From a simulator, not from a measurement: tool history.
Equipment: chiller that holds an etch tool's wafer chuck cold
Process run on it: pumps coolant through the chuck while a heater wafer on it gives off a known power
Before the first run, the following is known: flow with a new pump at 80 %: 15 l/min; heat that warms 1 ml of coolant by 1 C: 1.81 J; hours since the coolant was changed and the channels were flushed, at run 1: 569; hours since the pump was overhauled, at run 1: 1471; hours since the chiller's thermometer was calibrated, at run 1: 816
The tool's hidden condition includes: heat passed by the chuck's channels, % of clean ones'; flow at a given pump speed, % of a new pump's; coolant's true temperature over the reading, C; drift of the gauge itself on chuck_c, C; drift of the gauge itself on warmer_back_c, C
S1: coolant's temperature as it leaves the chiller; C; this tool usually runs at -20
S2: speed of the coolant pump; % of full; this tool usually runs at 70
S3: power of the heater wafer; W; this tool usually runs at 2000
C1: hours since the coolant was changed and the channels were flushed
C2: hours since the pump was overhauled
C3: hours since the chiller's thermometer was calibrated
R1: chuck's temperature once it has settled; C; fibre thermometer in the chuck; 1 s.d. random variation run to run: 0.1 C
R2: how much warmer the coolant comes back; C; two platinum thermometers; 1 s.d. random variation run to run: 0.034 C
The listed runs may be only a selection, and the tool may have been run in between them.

run   hour   S1  S2    S3    C1    C2    C3    R1    R2
  1    0.0  -20  70  2000   569  1471   816   5.8  5.34
  2   20.7  -20  70  1162   590  1491   837  -4.9  3.13
  3   47.9  -12  70  1162   617  1519   864   2.9  3.06
  4   98.2  -12  70  1162   667  1569   914   3.0  3.04
  5  129.4  -12  70  1162   698  1600   945   3.1  3.09
  6  177.4  -20  70  2000   746  1648   993   5.9  5.29
  7  209.2  -15  70  2000   778  1680  1025  11.1  5.34
  8  232.3  -20  70  2000   801  1703  1048   6.1  5.32
  9  253.5  -20  70  2000   823  1724  1069   6.2  5.27
     260.7  -- coolant pump overhauled
 10  286.1  -25  63  2504   850    25  1097  10.5  7.52
 11  323.0  -25  63  2504   887    62  1134  10.6  7.55
 12  352.3  -20  70  1587   916    92  1163   0.8  4.23
 13  400.3  -20  70  1587   964   140  1211   0.9  4.20
 14  438.9  -20  89  1546  1003   178  1250  -3.0  3.13
     463.3  -- coolant pump overhauled, once more
 15  471.1  -20  70  1479  1030     8  1277  -1.0  3.88
 16  497.0  -17  70  2636  1056    34  1303  16.9  6.76
 17  539.6  -20  70  1463  1099    76  1345  -1.5  3.73

Alternative continuations, all from the tool just after run 17; predict every row:
  A  570.3  -15  93  1165  1129  107  1376   ?   ?
  B  570.3  -22  63  1473  1129  107  1376   ?   ?
  C  570.3  -16  85  1891  1129  107  1376   ?   ?
  D  570.3  -11  66  2589  1129  107  1376   ?   ?

run    R1    R2
  A  -2.9  2.16
  B  -1.5  4.30
  C   5.0  3.85
  D  23.8  7.09
With the hidden condition removed and each run's random variation left untouched, the same runs would have given:
run    R1    R2
  A  -2.9  2.16
  B  -1.6  4.30
  C   4.9  3.85
  D  23.5  7.09
